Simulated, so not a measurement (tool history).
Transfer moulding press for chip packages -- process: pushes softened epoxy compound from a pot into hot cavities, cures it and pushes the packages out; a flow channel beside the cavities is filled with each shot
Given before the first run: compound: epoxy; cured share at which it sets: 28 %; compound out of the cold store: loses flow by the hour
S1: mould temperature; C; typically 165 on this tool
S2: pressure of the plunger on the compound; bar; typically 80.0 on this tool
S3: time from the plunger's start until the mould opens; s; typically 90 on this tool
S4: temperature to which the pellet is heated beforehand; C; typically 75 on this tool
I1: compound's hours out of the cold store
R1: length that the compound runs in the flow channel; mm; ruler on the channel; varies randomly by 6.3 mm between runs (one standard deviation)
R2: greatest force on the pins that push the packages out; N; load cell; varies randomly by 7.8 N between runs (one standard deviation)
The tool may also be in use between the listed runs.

run 1 day=0.000 | S1=165 S2=80.0 S3=90 S4=75 | I1=24.4 | R1=741 R2=394
-- day=1.596 cavities cleaned with cleaning compound and waxed
run 2 day=3.167 | S1=161 S2=80.0 S3=90 S4=75 | I1=29.8 | R1=712 R2=568
-- day=3.842 cavities cleaned with cleaning compound and waxed
run 3 day=4.879 | S1=165 S2=80.0 S3=90 S4=75 | I1=46.9 | R1=639 R2=423
-- day=6.229 cavities cleaned with cleaning compound and waxed
run 4 day=6.612 | S1=165 S2=80.0 S3=90 S4=75 | I1=18.3 | R1=730 R2=390
-- day=8.371 cavities cleaned with cleaning compound and waxed
run 5 day=9.783 | S1=165 S2=80.0 S3=90 S4=75 | I1=36.1 | R1=665 R2=433
-- day=10.504 cavities cleaned with cleaning compound and waxed
run 6 day=12.475 | S1=165 S2=80.0 S3=90 S4=75 | I1=8.8 | R1=735 R2=475
-- day=12.700 cavities cleaned with cleaning compound and waxed
run 7 day=13.904 | S1=165 S2=80.0 S3=90 S4=75 | I1=38.4 | R1=633 R2=429
-- day=14.971 cavities cleaned with cleaning compound and waxed
-- day=15.346 mould's thermocouples calibrated
run 8 day=15.896 | S1=165 S2=80.0 S3=105 S4=75 | I1=18.8 | R1=694 R2=392
-- day=16.567 plunger's sealing rings changed
-- day=17.388 cavities cleaned with cleaning compound and waxed
run 9 day=17.754 | S1=165 S2=80.0 S3=105 S4=75 | I1=28.7 | R1=742 R2=345
run 10 day=19.408 | S1=169 S2=80.0 S3=90 S4=75 | I1=31.4 | R1=710 R2=424
-- day=19.646 cavities cleaned with cleaning compound and waxed
-- day=21.900 cavities cleaned with cleaning compound and waxed
run 11 day=22.425 | S1=165 S2=80.0 S3=90 S4=75 | I1=33.6 | R1=699 R2=364
-- day=24.029 cavities cleaned with cleaning compound and waxed
run 12 day=24.275 | S1=165 S2=80.0 S3=90 S4=75 | I1=41.1 | R1=678 R2=379
-- day=25.062 mould's thermocouples calibrated, once more
-- day=26.446 cavities cleaned with cleaning compound and waxed
run 13 day=26.967 | S1=165 S2=80.0 S3=90 S4=75 | I1=11.2 | R1=783 R2=400
-- day=28.625 cavities cleaned with cleaning compound and waxed
run 14 day=29.679 | S1=165 S2=80.0 S3=90 S4=75 | I1=43.2 | R1=654 R2=442
-- day=30.825 cavities cleaned with cleaning compound and waxed
-- day=33.038 cavities cleaned with cleaning compound and waxed
run 15 day=33.062 | S1=165 S2=79.4 S3=90 S4=75 | I1=10.0 | R1=760 R2=357
-- day=35.254 cavities cleaned with cleaning compound and waxed
run 16 day=35.412 | S1=167 S2=68.2 S3=91 S4=74 | I1=32.6 | R1=619 R2=315
-- day=37.375 cavities cleaned with cleaning compound and waxed
run 17 day=37.375 | S1=165 S2=80.0 S3=90 S4=81 | I1=21.0 | R1=692 R2=355
run 18 day=39.200 | S1=165 S2=80.0 S3=90 S4=81 | I1=25.3 | R1=684 R2=458
-- day=39.504 cavities cleaned with cleaning compound and waxed
run 19 day=40.979 | S1=170 S2=60.5 S3=75 S4=68 | I1=39.3 | R1=534 R2=443
-- day=41.779 cavities cleaned with cleaning compound and waxed
-- day=42.738 plunger's sealing rings changed
run 20 day=42.979 | S1=170 S2=60.5 S3=75 S4=68 | I1=23.6 | R1=657 R2=425
-- day=44.079 cavities cleaned with cleaning compound and waxed
run 21 day=45.512 | S1=170 S2=60.5 S3=75 S4=68 | I1=27.2 | R1=630 R2=455
-- day=46.238 cavities cleaned with cleaning compound and waxed
run 22 day=46.917 | S1=170 S2=60.5 S3=75 S4=68 | I1=36.1 | R1=610 R2=394
-- day=48.438 cavities cleaned with cleaning compound and waxed
run 23 day=50.046 | S1=173 S2=87.7 S3=96 S4=75 | I1=28.1 | R1=735 R2=380
-- day=50.675 mould's thermocouples calibrated
-- day=50.738 cavities cleaned with cleaning compound and waxed
run 24 day=51.892 | S1=173 S2=87.7 S3=96 S4=75 | I1=36.1 | R1=713 R2=380
-- day=52.938 cavities cleaned with cleaning compound and waxed
-- day=55.096 cavities cleaned with cleaning compound and waxed
run 25 day=55.096 | S1=170 S2=87.7 S3=96 S4=75 | I1=18.6 | R1=748 R2=298
run 26 day=56.588 | S1=170 S2=87.7 S3=96 S4=75 | I1=10.8 | R1=788 R2=396

A few steps of R1 between consecutive runs. Split each: what settings, incoming material and random variation would produce without the hidden state, and what is left over for the hidden state, along with gauge scatter present in only one of the two compared results (measured, and without hidden state):
Hidden state present: true mould temperature over the reading, C; pressure that reaches the compound, % of what is set; grip of the stained cavities, % over clean ones'; drift of the gauge itself on flow_mm, %; drift of the gauge itself on push_out_n, %.
Run 8 -> 9: plunger's sealing rings changed, cavities cleaned with cleaning compound and waxed. R1 +48 mm: hidden state +92, all else -44.
Run 15 -> 16: S1 165 -> 167, S2 79.4 -> 68.2, S3 90 -> 91, S4 75 -> 74, cavities cleaned with cleaning compound and waxed. R1 -141 mm: hidden state +2, all else -143.
Run 18 -> 19: S1 165 -> 170, S2 80.0 -> 60.5, S3 90 -> 75, S4 81 -> 68, cavities cleaned with cleaning compound and waxed. R1 -150 mm: hidden state +12, all else -162.
Run 19 -> 20: cavities cleaned with cleaning compound and waxed, plunger's sealing rings changed. R1 +123 mm: hidden state +68, all else +55.
